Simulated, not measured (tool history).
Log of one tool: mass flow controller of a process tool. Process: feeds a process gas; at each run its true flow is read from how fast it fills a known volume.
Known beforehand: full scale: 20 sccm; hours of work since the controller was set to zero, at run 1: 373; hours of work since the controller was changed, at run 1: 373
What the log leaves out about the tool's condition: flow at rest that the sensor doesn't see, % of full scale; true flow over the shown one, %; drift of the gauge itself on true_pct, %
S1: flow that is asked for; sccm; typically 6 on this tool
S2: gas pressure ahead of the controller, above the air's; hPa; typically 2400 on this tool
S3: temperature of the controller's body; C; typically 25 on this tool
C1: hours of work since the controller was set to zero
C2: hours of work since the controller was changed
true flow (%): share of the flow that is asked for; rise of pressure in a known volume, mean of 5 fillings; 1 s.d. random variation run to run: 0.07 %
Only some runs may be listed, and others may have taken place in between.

Run 1, day 0: usual settings; C1 373; C2 373. Result: true flow (%) 98.03.
Run 2, day 4.858: usual settings; C1 462; C2 462. Result: true flow (%) 97.99.
Run 3, day 13.708: usual settings; C1 624; C2 624. Result: true flow (%) 98.06.
Run 4, day 20: usual settings; C1 740; C2 740. Result: true flow (%) 98.1.
Run 5, day 30.625: usual settings; C1 934; C2 934. Result: true flow (%) 98.04.
Run 6, day 39.196: usual settings; C1 1091; C2 1091. Result: true flow (%) 98.08.
Run 7, day 49.221: usual settings; C1 1275; C2 1275. Result: true flow (%) 98.27.
Run 8, day 57.708: usual settings; C1 1431; C2 1431. Result: true flow (%) 98.29.
Run 9, day 67.129: usual settings; C1 1603; C2 1603. Result: true flow (%) 98.16.
Run 10, day 76.238: usual settings; C1 1770; C2 1770. Result: true flow (%) 98.3.
Run 11, day 84.312: usual settings but S1 18 sccm; C1 1918; C2 1918. Result: true flow (%) 99.74.
Run 12, day 90.783: usual settings but S1 18 sccm; C1 2037; C2 2037. Result: true flow (%) 99.68.
Run 13, day 100.867: usual settings but S1 18 sccm; C1 2222; C2 2222. Result: true flow (%) 99.6.
Run 14, day 106.225: usual settings but S1 18 sccm; C1 2320; C2 2320. Result: true flow (%) 99.61.
Run 15, day 111.883: usual settings but S1 18 sccm; C1 2424; C2 2424. Result: true flow (%) 99.54.
Run 16, day 118.425: usual settings but S1 18 sccm; C1 2544; C2 2544. Result: true flow (%) 99.68.
Run 17, day 128.754: usual settings; C1 2733; C2 2733. Result: true flow (%) 98.54.
Run 18, day 139.342: usual settings; C1 2927; C2 2927. Result: true flow (%) 98.5.
Run 19, day 146.138: usual settings but S1 10 sccm; C1 3051; C2 3051. Result: true flow (%) 98.58.
Run 20, day 151.362: usual settings but S2 2310 hPa; C1 3147; C2 3147. Result: true flow (%) 98.59.
Run 21, day 159.042: usual settings; C1 3288; C2 3288. Result: true flow (%) 98.68.
Run 22, day 166.838: usual settings; C1 3431; C2 3431. Result: true flow (%) 98.52.
Run 23, day 171.788: usual settings but S2 2420 hPa; C1 3522; C2 3522. Result: true flow (%) 98.53.
Run 24, day 181.754: usual settings but S2 2420 hPa; C1 3704; C2 3704. Result: true flow (%) 98.82.
Run 25, day 188.058: usual settings but S2 2420 hPa; C1 3820; C2 3820. Result: true flow (%) 98.89.

Run 26 comes next. What will it give?
Run 26, day 195.367: usual settings but S1 3 sccm, S2 1400 hPa, S3 22 C; C1 3954; C2 3954. Result: true flow (%) ?.

true flow (%): 100.08
If the tool had no hidden condition, the same run with the same run-to-run variation would have returned true flow (%) 97.11.

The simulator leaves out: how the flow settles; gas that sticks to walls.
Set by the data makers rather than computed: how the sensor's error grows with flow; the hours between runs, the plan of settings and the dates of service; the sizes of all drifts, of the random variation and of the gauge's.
